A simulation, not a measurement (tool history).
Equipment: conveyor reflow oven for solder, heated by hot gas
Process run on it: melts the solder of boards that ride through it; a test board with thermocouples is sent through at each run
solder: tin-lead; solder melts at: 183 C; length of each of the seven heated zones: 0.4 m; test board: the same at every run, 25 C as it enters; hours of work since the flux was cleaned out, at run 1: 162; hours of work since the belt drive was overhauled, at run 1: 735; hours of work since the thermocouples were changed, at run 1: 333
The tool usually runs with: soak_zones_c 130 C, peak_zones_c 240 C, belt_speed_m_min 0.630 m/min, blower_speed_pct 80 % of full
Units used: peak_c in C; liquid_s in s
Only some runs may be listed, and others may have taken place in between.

run     day  soak_zones_c  peak_zones_c  belt_speed_m_min  blower_speed_pct  hours of work since the flux was cleaned out  hours of work since the belt drive was overhauled  hours of work since the thermocouples were changed  peak_c  liquid_s
  1   0.000           130           240             0.630                80                                           162                                                735                                                 333   225.5      60.8
  2   0.804           130           240             0.630                80                                           172                                                744                                                 342   224.9      60.9
  3   1.475           130           240             0.630                80                                           179                                                752                                                 350   225.3      60.9
      3.042  -- flux residue cleaned out of gas plates and filters
  4   3.275           130           240             0.630                80                                             3                                                770                                                 368   226.5      61.9
  5   3.971           130           240             0.630                80                                            11                                                778                                                 376   226.6      61.9
  6   4.675           130           240             0.630                82                                            19                                                786                                                 385   226.9      62.3
  7   6.188           130           240             0.709                80                                            36                                                804                                                 402   222.7      52.1
  8   7.571           130           240             0.630                80                                            52                                                820                                                 418   226.3      61.5
  9   8.792           130           240             0.630                80                                            66                                                834                                                 432   226.0      61.8
 10   9.821           130           240             0.630                80                                            78                                                845                                                 444   226.4      61.3
 11  11.212           130           240             0.630                80                                            94                                                861                                                 460   226.2      61.7
 12  12.796           130           240             0.630                80                                           112                                                880                                                 478   225.7      61.2
 13  13.475           130           240             0.630                80                                           120                                                888                                                 486   225.7      61.2
 14  14.325           130           240             0.630                80                                           130                                                897                                                 496   225.9      61.0
 15  15.650           124           240             0.630                80                                           145                                                913                                                 511   224.4      59.2
 16  16.417           143           253             0.586                59                                           154                                                921                                                 520   236.3      76.8
 17  17.350           118           234             0.586                75                                           165                                                932                                                 530   218.9      57.8
 18  18.412           124           240             0.630                80                                           177                                                944                                                 543   224.1      58.4
 19  19.225           124           240             0.630                80                                           186                                                954                                                 552   224.2      58.8
     20.121  -- flux residue cleaned out of gas plates and filters
 20  20.146           124           240             0.630                80                                             0                                                962                                                 560   226.1      60.2

Predict the results of run 21:
 21  21.633           143           251             0.630                80                                            17                                                979                                                 577       ?         ?

{"run 21": {"peak_c": 238.6, "liquid_s": 72.0}}
Had the tool carried no hidden state, the very same run would have given peak_c 237.6 C, liquid_s 70.7 s.
